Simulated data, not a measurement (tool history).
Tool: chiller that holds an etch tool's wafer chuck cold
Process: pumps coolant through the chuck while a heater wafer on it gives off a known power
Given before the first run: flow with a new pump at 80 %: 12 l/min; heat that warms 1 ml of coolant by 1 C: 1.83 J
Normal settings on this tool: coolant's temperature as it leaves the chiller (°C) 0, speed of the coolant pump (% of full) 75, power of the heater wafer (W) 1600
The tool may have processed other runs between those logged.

run     day  coolant's temperature as it leaves the chiller (°C)  speed of the coolant pump (% of full)  power of the heater wafer (W)  chuck's temperature once it has settled (°C)  how much warmer the coolant comes back (C)
  1       0                                                    0                                     75                           1600                                          14.3                                        4.71
  2   3.046                                                   -1                                     75                           1600                                          13.3                                        4.72
  3   7.388                                                    0                                     75                           1614                                          14.6                                         4.7
  4  10.358                                                    0                                     75                           1614                                          14.4                                        4.65
  5  13.258                                                    0                                     75                           1614                                          14.4                                        4.64
  6  17.588                                                    0                                     75                           1614                                          14.5                                         4.6
  7  19.575                                                    0                                     75                           1614                                          14.7                                        4.68
  8  22.108                                                    0                                     75                           1600                                          14.4                                         4.6
  9  25.092                                                    0                                     75                           1600                                          14.3                                        4.49
 10  28.808                                                    0                                     75                           1600                                          14.3                                        4.61
 11  32.433                                                    0                                     75                           1600                                          14.4                                        4.54
 12  35.925                                                   -5                                     75                           1600                                           9.4                                        4.56
 13  38.233                                                    0                                     75                           1600                                          14.4                                        4.51
 14  42.462                                                    0                                     75                           1600                                          14.3                                        4.48
 15  44.396                                                   10                                     75                           1600                                          24.3                                        4.49
 16  46.204                                                   10                                     75                           1600                                          24.3                                        4.52
 17  48.412                                                   10                                     75                           1600                                          24.4                                         4.5
 18  50.283                                                    0                                     74                           2067                                          18.7                                        5.95
     51.517  -- gauge calibrated
 19  53.533                                                   -9                                     97                            856                                          -3.2                                        1.86
 20  56.467                                                    9                                     87                           2356                                          27.6                                        5.85
 21  59.854                                                    0                                     82                            990                                           8.2                                        2.64
 22  62.292                                                    0                                     75                           1189                                          10.7                                         3.4
 23  66.383                                                    3                                     75                           1302                                          14.8                                        3.75
 24  68.404                                                   -9                                     75                           1230                                           2.1                                        3.52
 25  72.142                                                   -2                                     74                           1600                                          12.6                                         4.7
 26  76.262                                                   -5                                     66                           1600                                          10.9                                         5.3
 27  78.304                                                    9                                     65                           1053                                          19.8                                        3.51
 28  82.479                                                   -3                                     91                           1242                                           6.3                                         2.8
 29  85.383                                                   -3                                     91                            915                                           3.8                                           2
 30  87.362                                                   -3                                     91                            915                                           3.8                                        2.03
 31  89.417                                                   -3                                     91                            915                                           3.7                                        1.97

Below, some changes in how much warmer the coolant comes back (C) between adjacent runs. For each, the amount present without the hidden state too (settings, incoming material, random variation) and the amount remaining for the hidden state with gauge scatter not shared by both compared results:
The hidden state here: heat passed by the chuck's channels, % of clean ones'; flow at a given pump speed, % of a new pump's; coolant's true temperature over the reading, C; drift of the gauge itself on chuck_c, C; drift of the gauge itself on warmer_back_c, C.
Run 1 -> 2: coolant's temperature as it leaves the chiller (°C) 0 -> -1. how much warmer the coolant comes back (C) +0.01: hidden state -0.02, all else +0.03.
Run 18 -> 19: coolant's temperature as it leaves the chiller (°C) 0 -> -9, speed of the coolant pump (% of full) 74 -> 97, power of the heater wafer (W) 2067 -> 856, gauge calibrated. how much warmer the coolant comes back (C) -4.09: hidden state +0.21, all else -4.3.
Run 19 -> 20: coolant's temperature as it leaves the chiller (°C) -9 -> 9, speed of the coolant pump (% of full) 97 -> 87, power of the heater wafer (W) 856 -> 2356. how much warmer the coolant comes back (C) +3.99: hidden state -0.01, all else +4.
Run 20 -> 21: coolant's temperature as it leaves the chiller (°C) 9 -> 0, speed of the coolant pump (% of full) 87 -> 82, power of the heater wafer (W) 2356 -> 990. how much warmer the coolant comes back (C) -3.21: hidden state -0.01, all else -3.2.
Run 22 -> 23: coolant's temperature as it leaves the chiller (°C) 0 -> 3, power of the heater wafer (W) 1189 -> 1302. how much warmer the coolant comes back (C) +0.35: hidden state -0.03, all else +0.38.
